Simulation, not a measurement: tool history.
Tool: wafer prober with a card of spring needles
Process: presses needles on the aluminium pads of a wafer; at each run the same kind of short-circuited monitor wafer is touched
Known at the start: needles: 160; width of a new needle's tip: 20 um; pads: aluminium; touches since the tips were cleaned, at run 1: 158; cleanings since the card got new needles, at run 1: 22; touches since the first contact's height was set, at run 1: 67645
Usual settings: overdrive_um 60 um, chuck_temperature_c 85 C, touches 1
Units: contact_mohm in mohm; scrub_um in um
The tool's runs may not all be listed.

run   hour  overdrive_um  chuck_temperature_c  touches  touches since the tips were cleaned  cleanings since the card got new needles  touches since the first contact's height was set  contact_mohm  scrub_um
  1      0            60                   85        1                                  158                                        22                                             67645           280     12.25
       4.9  -- tips cleaned on abrasive film
  2    8.8            60                   85        1                                 2080                                        23                                             72323           363     12.03
      10.8  -- tips cleaned on abrasive film
      16.5  -- tips cleaned on abrasive film
  3   19.1            60                   85        3                                 1379                                        25                                             77725           286     12.07
      21.9  -- tips cleaned on abrasive film
  4   24.3            60                   85        3                                 1299                                        26                                             80476           285     11.79
      27.2  -- tips cleaned on abrasive film
  5   31.4            60                   85        3                                 2307                                        27                                             84270           298     11.92
      33.1  -- tips cleaned on abrasive film
      38.7  -- tips cleaned on abrasive film
  6   38.7            60                   85        3                                    0                                        29                                             88048           265     12.21
      44.1  -- tips cleaned on abrasive film
      49.4  -- tips cleaned on abrasive film
  7   50.2            60                   85        3                                  401                                        31                                             94113           274     11.97
      55.2  -- tips cleaned on abrasive film
  8   57.9            49                   85        3                                 1417                                        32                                             98195           312      9.68
      60.5  -- tips cleaned on abrasive film
      65.8  -- tips cleaned on abrasive film
  9   65.8            49                   85        3                                    0                                        34                                            102345           272      9.69
      71.7  -- tips cleaned on abrasive film
 10   72.9            60                   85        1                                  619                                        35                                            106088           301     11.68
      77.1  -- tips cleaned on abrasive film
      82.6  -- tips cleaned on abrasive film
 11   82.6            60                   85        1                                    0                                        37                                            111230           265     11.85
      88.4  -- tips cleaned on abrasive film
 12   88.4            60                   36        1                                    0                                        38                                            114274           263     11.63
      93.6  -- tips cleaned on abrasive film
 13   97.7            60                   85        3                                 2223                                        39                                            119224           300     11.81
      99.7  -- tips cleaned on abrasive film
     105.2  -- tips cleaned on abrasive film
 14  108.2            60                   85        3                                 1562                                        41                                            124727           295     11.59
     110.9  -- tips cleaned on abrasive film
     116.7  -- tips cleaned on abrasive film
 15  116.7            60                   85        3                                    0                                        43                                            129209           266     11.72
     122.1  -- tips cleaned on abrasive film
 16  122.8            60                   85        1                                  407                                        44                                            132446           298     11.51
     127.3  -- tips cleaned on abrasive film
     132.8  -- tips cleaned on abrasive film
 17  133.8            60                   29        1                                  587                                        46                                            138259           291     11.61
       138  -- tips cleaned on abrasive film
     143.8  -- tips cleaned on abrasive film
 18  144.8            65                   29        1                                  518                                        48                                            144042           282     12.76
     149.8  -- tips cleaned on abrasive film
 19  149.9            44                  117        2                                   74                                        49                                            146746           308      8.27
     155.1  -- tips cleaned on abrasive film
 20  158.5            60                   76        1                                 1855                                        50                                            151302           370     11.56
     160.3  -- tips cleaned on abrasive film
     165.9  -- tips cleaned on abrasive film
 21  166.8            45                   36        2                                  486                                        52                                            155648           308       8.7
     171.2  -- tips cleaned on abrasive film
     176.4  -- tips cleaned on abrasive film
 22    177            60                   74        2                                  331                                        54                                            161012           284     11.48
       182  -- tips cleaned on abrasive film
     187.6  -- tips cleaned on abrasive film
 23  187.6            63                   98        2                                    0                                        56                                            166594           269     12.33
       193  -- tips cleaned on abrasive film
 24    193            72                   46        2                                    0                                        57                                            169456           253     14.15
     198.7  -- tips cleaned on abrasive film
     204.2  -- tips cleaned on abrasive film
 25  204.2            76                   83        1                                    0                                        59                                            175330           259     14.61
     210.3  -- tips cleaned on abrasive film
 26  214.7            76                   83        1                                 2403                                        60                                            180962           340     14.76
     215.5  -- tips cleaned on abrasive film
     221.2  -- tips cleaned on abrasive film
 27  222.4            76                   83        1                                  631                                        62                                            184956           283     14.75
     226.7  -- tips cleaned on abrasive film
 28  227.5            42                   32        2                                  400                                        63                                            187652           313      7.77
     232.5  -- tips cleaned on abrasive film
 29    233            56                   94        2                                  227                                        64                                            190532           291     10.63
     238.2  -- tips cleaned on abrasive film
 30  238.7            50                   40        1                                  271                                        65                                            193541           297      9.25
     244.1  -- tips cleaned on abrasive film
     249.9  -- tips cleaned on abrasive film
 31  250.1            58                   40        1                                  114                                        67                                            199586           281     10.89
     255.1  -- tips cleaned on abrasive film
 32  258.3            58                   40        1                                 1744                                        68                                            203933           393     10.76

3 ways to go on from here, each from the tool as it stands after run 32. What would each give?
     260.4  -- tips cleaned on abrasive film
  A   265            51                   72        2                                 2473                                        69                                            207468             ?         ?
     260.4  -- tips cleaned on abrasive film
  B   265            60                   47        2                                 2473                                        69                                            207468             ?         ?
     260.4  -- tips cleaned on abrasive film
  C   265            47                   40        1                                 2473                                        69                                            207468             ?         ?

run  contact_mohm  scrub_um
  A           394      9.33
  B           344     11.49
  C           533      8.62
Without the tool's hidden state the same runs would have given:
run  contact_mohm  scrub_um
  A           258     10.49
  B           244     12.66
  C           253      9.79
